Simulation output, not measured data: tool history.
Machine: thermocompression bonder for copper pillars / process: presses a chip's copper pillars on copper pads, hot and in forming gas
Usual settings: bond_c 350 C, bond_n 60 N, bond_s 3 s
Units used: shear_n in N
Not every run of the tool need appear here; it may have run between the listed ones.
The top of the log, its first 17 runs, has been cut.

| run | day | bond_c | bond_n | bond_s | shear_n |
|---|---|---|---|---|---|
| 18 | 48.092 | 350 | 60 | 3 | 62.4 |
|  | 50.242 | forming gas filter changed |
| 19 | 50.754 | 350 | 60 | 3 | 68.2 |
| 20 | 54.175 | 350 | 60 | 3 | 63.3 |
|  | 57.200 | heater calibrated with a thermocouple chip |
|  | 58.054 | forming gas filter changed |
| 21 | 58.054 | 350 | 60 | 3 | 64.8 |
| 22 | 61.283 | 342 | 69 | 3 | 65.9 |
| 23 | 64.317 | 350 | 42 | 3 | 42.9 |
|  | 65.862 | forming gas filter changed |
|  | 66.112 | force cell calibrated |
| 24 | 66.112 | 368 | 79 | 7 | 100.8 |
| 25 | 69.812 | 368 | 79 | 7 | 96.8 |
| 26 | 73.196 | 342 | 79 | 5 | 82.3 |
|  | 73.646 | forming gas filter changed |
| 27 | 76.446 | 342 | 79 | 5 | 87.2 |
| 28 | 79.900 | 342 | 79 | 5 | 82.8 |
|  | 81.442 | forming gas filter changed |
| 29 | 82.221 | 361 | 60 | 2 | 64.6 |
| 30 | 84.829 | 337 | 60 | 5 | 71.6 |
| 31 | 88.117 | 337 | 60 | 5 | 68.6 |
|  | 89.308 | forming gas filter changed |
| 32 | 89.892 | 363 | 54 | 3 | 66.4 |
| 33 | 91.596 | 364 | 83 | 3 | 88.9 |
|  | 91.892 | heater calibrated with a thermocouple chip |
| 34 | 93.504 | 352 | 39 | 4 | 47.9 |
|  | 97.054 | forming gas filter changed |
| 35 | 97.054 | 343 | 39 | 4 | 47.6 |
| 36 | 99.462 | 348 | 55 | 4 | 63.9 |
| 37 | 102.154 | 361 | 64 | 2 | 61.4 |
|  | 104.704 | forming gas filter changed |
| 38 | 104.704 | 361 | 64 | 2 | 68.1 |

Run 39 is up next; what results do you expect?
| 39 | 108.146 | 361 | 64 | 2 | ? |

shear_n: 63.3 N
On a tool with no hidden condition, and with the same random variation, this run would have come out at shear_n 66.5 N.

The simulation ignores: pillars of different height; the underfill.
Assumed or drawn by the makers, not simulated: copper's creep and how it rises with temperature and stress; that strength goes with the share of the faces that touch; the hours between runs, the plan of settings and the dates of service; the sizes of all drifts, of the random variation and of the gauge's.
